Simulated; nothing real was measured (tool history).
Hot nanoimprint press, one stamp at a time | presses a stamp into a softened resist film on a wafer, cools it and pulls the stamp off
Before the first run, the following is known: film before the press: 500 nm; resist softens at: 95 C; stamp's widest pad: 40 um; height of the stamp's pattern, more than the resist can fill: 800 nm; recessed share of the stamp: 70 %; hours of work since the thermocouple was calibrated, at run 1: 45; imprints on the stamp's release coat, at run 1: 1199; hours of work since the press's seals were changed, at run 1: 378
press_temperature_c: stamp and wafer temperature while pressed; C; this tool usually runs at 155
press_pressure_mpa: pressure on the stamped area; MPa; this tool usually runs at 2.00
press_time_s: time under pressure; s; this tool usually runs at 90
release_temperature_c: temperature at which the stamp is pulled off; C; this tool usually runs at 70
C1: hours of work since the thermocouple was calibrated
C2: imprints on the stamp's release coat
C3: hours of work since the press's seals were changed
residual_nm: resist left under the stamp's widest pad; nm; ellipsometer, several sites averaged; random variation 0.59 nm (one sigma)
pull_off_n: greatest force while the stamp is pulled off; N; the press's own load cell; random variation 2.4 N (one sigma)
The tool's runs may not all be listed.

{"run": 1, "hour": 0.0, "press_temperature_c": 155, "press_pressure_mpa": 2.0, "press_time_s": 90, "release_temperature_c": 70, "C1": 45, "C2": 1199, "C3": 378, "residual_nm": 256.6, "pull_off_n": 112}
{"run": 2, "hour": 73.5, "press_temperature_c": 155, "press_pressure_mpa": 2.0, "press_time_s": 90, "release_temperature_c": 70, "C1": 89, "C2": 1500, "C3": 421, "residual_nm": 257.1, "pull_off_n": 111}
{"run": 3, "hour": 127.1, "press_temperature_c": 155, "press_pressure_mpa": 2.0, "press_time_s": 90, "release_temperature_c": 70, "C1": 120, "C2": 1720, "C3": 453, "residual_nm": 256.1, "pull_off_n": 111}
{"run": 4, "hour": 189.8, "press_temperature_c": 155, "press_pressure_mpa": 2.0, "press_time_s": 90, "release_temperature_c": 70, "C1": 157, "C2": 1977, "C3": 490, "residual_nm": 256.9, "pull_off_n": 107}
{"run": 5, "hour": 239.6, "press_temperature_c": 155, "press_pressure_mpa": 2.0, "press_time_s": 90, "release_temperature_c": 70, "C1": 187, "C2": 2181, "C3": 519, "residual_nm": 256.4, "pull_off_n": 111}
{"hour": 272.9, "done": "press's hydraulic seals changed and the load cell set to zero"}
{"run": 6, "hour": 292.4, "press_temperature_c": 155, "press_pressure_mpa": 2.0, "press_time_s": 90, "release_temperature_c": 69, "C1": 213, "C2": 2364, "C3": 11, "residual_nm": 257.2, "pull_off_n": 115}
{"hour": 310.2, "done": "stamp cleaned and given a new release coat"}
{"run": 7, "hour": 331.3, "press_temperature_c": 155, "press_pressure_mpa": 1.63, "press_time_s": 90, "release_temperature_c": 70, "C1": 233, "C2": 87, "C3": 31, "residual_nm": 277.8, "pull_off_n": 108}
{"run": 8, "hour": 376.6, "press_temperature_c": 155, "press_pressure_mpa": 1.63, "press_time_s": 90, "release_temperature_c": 70, "C1": 259, "C2": 273, "C3": 58, "residual_nm": 277.5, "pull_off_n": 112}
{"run": 9, "hour": 411.0, "press_temperature_c": 155, "press_pressure_mpa": 1.63, "press_time_s": 90, "release_temperature_c": 70, "C1": 280, "C2": 413, "C3": 78, "residual_nm": 277.5, "pull_off_n": 110}
{"run": 10, "hour": 485.0, "press_temperature_c": 155, "press_pressure_mpa": 1.63, "press_time_s": 53, "release_temperature_c": 58, "C1": 323, "C2": 716, "C3": 122, "residual_nm": 326.6, "pull_off_n": 139}
{"run": 11, "hour": 518.9, "press_temperature_c": 154, "press_pressure_mpa": 2.75, "press_time_s": 53, "release_temperature_c": 58, "C1": 343, "C2": 855, "C3": 142, "residual_nm": 286.2, "pull_off_n": 138}
{"run": 12, "hour": 593.8, "press_temperature_c": 145, "press_pressure_mpa": 2.33, "press_time_s": 140, "release_temperature_c": 64, "C1": 388, "C2": 1162, "C3": 186, "residual_nm": 323.9, "pull_off_n": 124}
{"hour": 649.0, "done": "plate thermocouple calibrated"}
{"run": 13, "hour": 671.6, "press_temperature_c": 145, "press_pressure_mpa": 2.33, "press_time_s": 140, "release_temperature_c": 64, "C1": 13, "C2": 1468, "C3": 230, "residual_nm": 323.0, "pull_off_n": 126}
{"run": 14, "hour": 719.1, "press_temperature_c": 145, "press_pressure_mpa": 2.33, "press_time_s": 140, "release_temperature_c": 64, "C1": 41, "C2": 1663, "C3": 258, "residual_nm": 323.8, "pull_off_n": 125}
{"run": 15, "hour": 773.5, "press_temperature_c": 145, "press_pressure_mpa": 2.33, "press_time_s": 140, "release_temperature_c": 64, "C1": 73, "C2": 1886, "C3": 290, "residual_nm": 323.9, "pull_off_n": 126}
{"run": 16, "hour": 827.0, "press_temperature_c": 145, "press_pressure_mpa": 2.33, "press_time_s": 117, "release_temperature_c": 74, "C1": 105, "C2": 2105, "C3": 322, "residual_nm": 339.6, "pull_off_n": 102}
{"run": 17, "hour": 872.3, "press_temperature_c": 145, "press_pressure_mpa": 2.33, "press_time_s": 117, "release_temperature_c": 74, "C1": 132, "C2": 2290, "C3": 348, "residual_nm": 341.5, "pull_off_n": 103}

What if the next run were any one of these 3? Each begins from the tool's condition after run 17:
{"hour": 909.5, "done": "stamp cleaned and given a new release coat"}
{"run": "A", "hour": 916.1, "press_temperature_c": 155, "press_pressure_mpa": 2.8, "press_time_s": 50, "release_temperature_c": 67, "C1": 154, "C2": 27, "C3": 371, "residual_nm": "?", "pull_off_n": "?"}
{"hour": 909.5, "done": "stamp cleaned and given a new release coat"}
{"run": "B", "hour": 916.1, "press_temperature_c": 145, "press_pressure_mpa": 2.33, "press_time_s": 117, "release_temperature_c": 74, "C1": 154, "C2": 27, "C3": 371, "residual_nm": "?", "pull_off_n": "?"}
{"hour": 909.5, "done": "stamp cleaned and given a new release coat"}
{"run": "C", "hour": 916.1, "press_temperature_c": 145, "press_pressure_mpa": 2.56, "press_time_s": 117, "release_temperature_c": 74, "C1": 154, "C2": 27, "C3": 371, "residual_nm": "?", "pull_off_n": "?"}

run=A residual_nm=277.9 pull_off_n=116
run=B residual_nm=341.8 pull_off_n=101
run=C residual_nm=331.2 pull_off_n=103
Stripped of hidden state, with their random variation kept, the same runs would have yielded:
run=A residual_nm=277.9 pull_off_n=116
run=B residual_nm=341.8 pull_off_n=101
run=C residual_nm=331.3 pull_off_n=103

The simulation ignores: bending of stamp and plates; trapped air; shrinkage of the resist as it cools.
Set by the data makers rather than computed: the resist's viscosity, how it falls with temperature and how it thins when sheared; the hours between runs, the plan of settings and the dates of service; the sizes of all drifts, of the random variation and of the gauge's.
